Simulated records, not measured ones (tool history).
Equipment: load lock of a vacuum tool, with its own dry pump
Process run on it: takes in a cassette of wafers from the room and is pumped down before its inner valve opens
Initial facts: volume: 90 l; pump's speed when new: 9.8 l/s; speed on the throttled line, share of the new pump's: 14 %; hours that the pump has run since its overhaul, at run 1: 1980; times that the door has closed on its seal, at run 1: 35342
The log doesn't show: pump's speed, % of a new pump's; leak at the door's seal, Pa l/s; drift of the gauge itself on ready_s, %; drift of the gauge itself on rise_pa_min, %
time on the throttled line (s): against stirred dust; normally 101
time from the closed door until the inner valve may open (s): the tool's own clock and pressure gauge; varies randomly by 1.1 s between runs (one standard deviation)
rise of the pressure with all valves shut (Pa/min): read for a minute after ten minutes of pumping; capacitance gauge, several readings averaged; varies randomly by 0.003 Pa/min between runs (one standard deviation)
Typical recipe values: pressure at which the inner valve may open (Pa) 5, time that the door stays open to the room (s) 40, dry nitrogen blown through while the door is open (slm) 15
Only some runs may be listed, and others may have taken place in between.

run,hour,time on the throttled line (s),pressure at which the inner valve may open (Pa),time that the door stays open to the room (s),dry nitrogen blown through while the door is open (slm),hours that the pump has run since its overhaul,times that the door has closed on its seal,"incoming humidity of the room's air, %",time from the closed door until the inner valve may open (s),rise of the pressure with all valves shut (Pa/min)
1,0.0,101,5,40,15,1980,35342,44.1,181.6,0.162
2,78.0,101,5,40,15,2058,35681,43.5,182.9,0.162
3,146.1,64,5,40,15,2126,35977,45.2,149.6,0.168
4,219.1,64,5,40,15,2199,36294,42.3,150.0,0.178
5,289.8,101,5,40,15,2270,36601,45.8,183.1,0.181
6,364.5,101,5,40,18,2345,36926,39.1,182.6,0.171
7,407.0,101,5,40,18,2387,37111,45.1,183.4,0.176
8,484.9,101,5,40,15,2465,37449,41.5,182.7,0.175
9,557.3,101,5,40,15,2538,37763,45.7,185.3,0.186
10,625.2,101,5,40,15,2606,38058,48.1,184.4,0.190
11,723.6,101,5,40,15,2704,38486,47.0,182.3,0.185
12,807.2,101,5,40,15,2788,38849,45.8,183.9,0.191
13,873.5,101,5,40,20,2854,39137,45.8,182.6,0.187
14,918.6,101,5,40,20,2899,39333,47.8,183.5,0.186
15,978.6,101,5,162,20,2959,39594,44.8,183.0,0.202
16,1072.0,101,5,162,20,3052,40000,46.4,185.1,0.209
17,1161.2,175,6,108,35,3142,40387,45.5,242.0,0.191
18,1208.6,101,6,145,5,3189,40593,42.7,181.6,0.229
19,1288.3,78,6,52,8,3269,40940,44.2,163.3,0.216
20,1363.8,78,6,52,8,3344,41267,44.3,162.5,0.218
21,1412.5,73,6,40,27,3393,41479,47.1,157.3,0.202
22,1460.9,73,6,40,27,3441,41689,44.3,159.2,0.199
23,1522.7,101,5,88,15,3503,41958,45.5,184.1,0.218
24,1583.1,101,5,36,11,3563,42220,45.1,186.4,0.215
25,1661.5,101,7,58,5,3642,42561,45.2,181.9,0.234
26,1724.0,118,8,39,6,3704,42832,46.5,194.5,0.229
27,1817.7,118,8,39,6,3798,43239,47.2,196.6,0.232
28,1901.2,118,8,39,6,3881,43602,43.5,194.4,0.228
29,1989.0,60,6,50,15,3969,43984,44.1,148.8,0.217
30,2043.8,60,8,50,15,4024,44222,42.4,144.3,0.226

Results per run with the tool's hidden condition removed, run-to-run variation unchanged:
run,time from the closed door until the inner valve may open (s),rise of the pressure with all valves shut (Pa/min)
1,178.5,0.031
2,179.6,0.026
3,146.1,0.031
4,146.3,0.036
5,179.5,0.037
6,178.9,0.028
7,179.7,0.031
8,178.9,0.027
9,181.4,0.038
10,180.4,0.040
11,178.2,0.030
12,179.6,0.034
13,178.3,0.030
14,179.1,0.026
15,178.6,0.042
16,180.5,0.047
17,238.0,0.023
18,176.7,0.061
19,158.2,0.043
20,157.3,0.047
21,151.9,0.027
22,153.7,0.024
23,178.9,0.039
24,181.0,0.037
25,176.7,0.052
26,189.6,0.045
27,191.5,0.043
28,189.2,0.037
29,142.4,0.026
30,138.4,0.030
